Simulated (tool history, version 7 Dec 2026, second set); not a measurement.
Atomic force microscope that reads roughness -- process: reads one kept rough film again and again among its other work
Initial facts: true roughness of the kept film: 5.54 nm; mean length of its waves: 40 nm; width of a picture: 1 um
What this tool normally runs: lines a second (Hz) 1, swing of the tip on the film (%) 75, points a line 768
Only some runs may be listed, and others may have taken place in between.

run	hour	lines a second (Hz)	swing of the tip on the film (%)	points a line	roughness of the kept film (nm (root mean square))
1	0	1	75	768	4.803
2	22.8	1	75	768	4.604
3	45.5	1	75	768	4.433
4	62.5	1	75	768	4.338
# hour 68.6: new tip fitted
5	92.8	1	75	445	4.536
6	120.7	1	75	445	4.363
# hour 136.1: new tip fitted
7	155.1	1	75	445	4.588
8	179.8	1	75	445	4.478
9	199.2	2.66	75	768	3.956
# hour 202.6: new tip fitted
10	219.4	1	75	768	4.607
11	254	1	75	768	4.345
# hour 269.1: new tip fitted
12	269.8	1	75	768	4.793
13	298.6	1	75	768	4.563
14	318.3	2.11	75	768	4.157
# hour 337.6: new tip fitted
15	338.3	2.11	75	768	4.528
# hour 341: height scale calibrated on a step standard
16	357.1	2.11	75	768	4.401
17	381	3.89	57	609	4.435
18	398.6	3.89	57	609	4.282
# hour 406.1: new tip fitted
19	431	1	58	569	4.75
# hour 453.2: height scale calibrated on a step standard, once more
20	456.2	1.03	56	287	4.518
# hour 474.6: new tip fitted
21	482.3	1.03	56	287	4.871
22	514.2	1.03	56	287	4.603
# hour 541.1: new tip fitted
23	546.9	3.14	71	316	4.354
24	571.8	0.55	59	364	4.699
25	587.5	0.55	59	364	4.629
# hour 608.8: new tip fitted
26	617.8	1	68	603	4.775
27	646.1	1	68	603	4.575
# hour 676.2: new tip fitted
28	678	1	68	603	4.859
29	693	0.55	68	603	4.791
30	712.2	1.38	75	768	4.436
31	736.8	1	81	768	4.269

Pick out some run-to-run changes in roughness of the kept film (nm (root mean square)). Of each, how much would a tool without hidden state show as well, from the settings, what came in and chance, and how much is left for the hidden state and any gauge scatter not in both results compared?
Unlogged tool condition in this case: radius of the tip, nm; height scale over the true one, %; drift of the gauge itself on roughness_nm, %.
Run 8 -> 9: lines a second (Hz) 1 -> 2.66, points a line 445 -> 768. roughness of the kept film (nm (root mean square)) -0.522: hidden state -0.091, all else -0.431.
Run 9 -> 10: lines a second (Hz) 2.66 -> 1, new tip fitted. roughness of the kept film (nm (root mean square)) +0.651: hidden state +0.268, all else +0.383.
Run 11 -> 12: new tip fitted. roughness of the kept film (nm (root mean square)) +0.448: hidden state +0.431, all else +0.017.
Run 14 -> 15: new tip fitted. roughness of the kept film (nm (root mean square)) +0.371: hidden state +0.346, all else +0.025.
Run 18 -> 19: lines a second (Hz) 3.89 -> 1, swing of the tip on the film (%) 57 -> 58, points a line 609 -> 569, new tip fitted. roughness of the kept film (nm (root mean square)) +0.468: hidden state +0.222, all else +0.246.
Run 25 -> 26: lines a second (Hz) 0.55 -> 1, swing of the tip on the film (%) 59 -> 68, points a line 364 -> 603, new tip fitted. roughness of the kept film (nm (root mean square)) +0.146: hidden state +0.317, all else -0.171.

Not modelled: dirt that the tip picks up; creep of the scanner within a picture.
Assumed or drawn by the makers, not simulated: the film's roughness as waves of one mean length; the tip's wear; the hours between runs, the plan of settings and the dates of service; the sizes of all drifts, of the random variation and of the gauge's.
